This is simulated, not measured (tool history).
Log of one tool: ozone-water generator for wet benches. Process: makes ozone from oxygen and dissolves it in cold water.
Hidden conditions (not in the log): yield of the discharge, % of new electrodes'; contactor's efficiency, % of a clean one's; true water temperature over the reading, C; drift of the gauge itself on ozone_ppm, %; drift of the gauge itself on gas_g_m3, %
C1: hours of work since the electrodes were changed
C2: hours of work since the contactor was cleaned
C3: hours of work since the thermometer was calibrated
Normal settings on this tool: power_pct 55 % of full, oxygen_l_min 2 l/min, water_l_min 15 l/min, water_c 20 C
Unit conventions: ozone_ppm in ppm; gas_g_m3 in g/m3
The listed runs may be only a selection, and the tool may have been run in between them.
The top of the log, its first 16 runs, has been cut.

{"run": 17, "hour": 675.9, "power_pct": 55, "oxygen_l_min": 2, "water_l_min": 15, "water_c": 20, "C1": 1910, "C2": 3265, "C3": 1272, "ozone_ppm": 8.3, "gas_g_m3": 128.5}
{"run": 18, "hour": 720.3, "power_pct": 53, "oxygen_l_min": 1.1, "water_l_min": 11, "water_c": 28, "C1": 1948, "C2": 3304, "C3": 1310, "ozone_ppm": 8.6, "gas_g_m3": 167.9}
{"run": 19, "hour": 783.5, "power_pct": 66, "oxygen_l_min": 1.1, "water_l_min": 11, "water_c": 28, "C1": 2003, "C2": 3359, "C3": 1365, "ozone_ppm": 10, "gas_g_m3": 193.5}
{"run": 20, "hour": 828.0, "power_pct": 48, "oxygen_l_min": 2.94, "water_l_min": 9, "water_c": 27, "C1": 2042, "C2": 3398, "C3": 1404, "ozone_ppm": 10.3, "gas_g_m3": 98.3}
{"run": 21, "hour": 860.0, "power_pct": 48, "oxygen_l_min": 2, "water_l_min": 15, "water_c": 13, "C1": 2070, "C2": 3426, "C3": 1432, "ozone_ppm": 8, "gas_g_m3": 115.8}
{"run": 22, "hour": 889.2, "power_pct": 48, "oxygen_l_min": 2, "water_l_min": 15, "water_c": 13, "C1": 2095, "C2": 3451, "C3": 1457, "ozone_ppm": 8.2, "gas_g_m3": 116.6}
{"run": 23, "hour": 938.9, "power_pct": 48, "oxygen_l_min": 2, "water_l_min": 15, "water_c": 13, "C1": 2139, "C2": 3495, "C3": 1501, "ozone_ppm": 8.2, "gas_g_m3": 117.6}
{"run": 24, "hour": 1000.6, "power_pct": 45, "oxygen_l_min": 2, "water_l_min": 15, "water_c": 22, "C1": 2192, "C2": 3548, "C3": 1554, "ozone_ppm": 7.1, "gas_g_m3": 112.1}
{"run": 25, "hour": 1049.7, "power_pct": 52, "oxygen_l_min": 3.51, "water_l_min": 23, "water_c": 13, "C1": 2235, "C2": 3591, "C3": 1597, "ozone_ppm": 6.8, "gas_g_m3": 95.2}
{"run": 26, "hour": 1087.5, "power_pct": 52, "oxygen_l_min": 3.51, "water_l_min": 12, "water_c": 13, "C1": 2268, "C2": 3624, "C3": 1630, "ozone_ppm": 11.7, "gas_g_m3": 95.3}
{"run": 27, "hour": 1148.1, "power_pct": 52, "oxygen_l_min": 3.51, "water_l_min": 12, "water_c": 13, "C1": 2321, "C2": 3677, "C3": 1683, "ozone_ppm": 11.5, "gas_g_m3": 94}
{"run": 28, "hour": 1208.6, "power_pct": 52, "oxygen_l_min": 3.51, "water_l_min": 12, "water_c": 13, "C1": 2374, "C2": 3729, "C3": 1736, "ozone_ppm": 11.6, "gas_g_m3": 95.2}
{"run": 29, "hour": 1238.9, "power_pct": 52, "oxygen_l_min": 3.51, "water_l_min": 10, "water_c": 15, "C1": 2400, "C2": 3756, "C3": 1762, "ozone_ppm": 12.6, "gas_g_m3": 95.5}
{"run": 30, "hour": 1281.9, "power_pct": 62, "oxygen_l_min": 1.36, "water_l_min": 10, "water_c": 15, "C1": 2437, "C2": 3793, "C3": 1799, "ozone_ppm": 12.6, "gas_g_m3": 166.6}
{"run": 31, "hour": 1335.8, "power_pct": 62, "oxygen_l_min": 1.36, "water_l_min": 10, "water_c": 15, "C1": 2484, "C2": 3840, "C3": 1846, "ozone_ppm": 12.4, "gas_g_m3": 167.3}
{"run": 32, "hour": 1403.3, "power_pct": 62, "oxygen_l_min": 1.36, "water_l_min": 10, "water_c": 15, "C1": 2543, "C2": 3899, "C3": 1905, "ozone_ppm": 12.3, "gas_g_m3": 165.1}

Each row is a separate what-if for the run after 32, all from the same tool condition, not one after another. Results?
{"run": "A", "hour": 1450.7, "power_pct": 87, "oxygen_l_min": 1.7, "water_l_min": 15, "water_c": 20, "C1": 2584, "C2": 3940, "C3": 1946, "ozone_ppm": "?", "gas_g_m3": "?"}
{"run": "B", "hour": 1450.7, "power_pct": 62, "oxygen_l_min": 3.23, "water_l_min": 10, "water_c": 15, "C1": 2584, "C2": 3940, "C3": 1946, "ozone_ppm": "?", "gas_g_m3": "?"}
{"run": "C", "hour": 1450.7, "power_pct": 41, "oxygen_l_min": 2.92, "water_l_min": 10, "water_c": 25, "C1": 2584, "C2": 3940, "C3": 1946, "ozone_ppm": "?", "gas_g_m3": "?"}
{"run": "D", "hour": 1450.7, "power_pct": 84, "oxygen_l_min": 1.47, "water_l_min": 13, "water_c": 20, "C1": 2584, "C2": 3940, "C3": 1946, "ozone_ppm": "?", "gas_g_m3": "?"}

run=A ozone_ppm=10.9 gas_g_m3=189.2
run=B ozone_ppm=14.1 gas_g_m3=111.2
run=C ozone_ppm=9.1 gas_g_m3=88.8
run=D ozone_ppm=11.9 gas_g_m3=196
What these runs would have given with no unlogged condition in the tool:
run=A ozone_ppm=10.9 gas_g_m3=189.3
run=B ozone_ppm=14.1 gas_g_m3=111.3
run=C ozone_ppm=9.1 gas_g_m3=88.8
run=D ozone_ppm=11.9 gas_g_m3=196.1

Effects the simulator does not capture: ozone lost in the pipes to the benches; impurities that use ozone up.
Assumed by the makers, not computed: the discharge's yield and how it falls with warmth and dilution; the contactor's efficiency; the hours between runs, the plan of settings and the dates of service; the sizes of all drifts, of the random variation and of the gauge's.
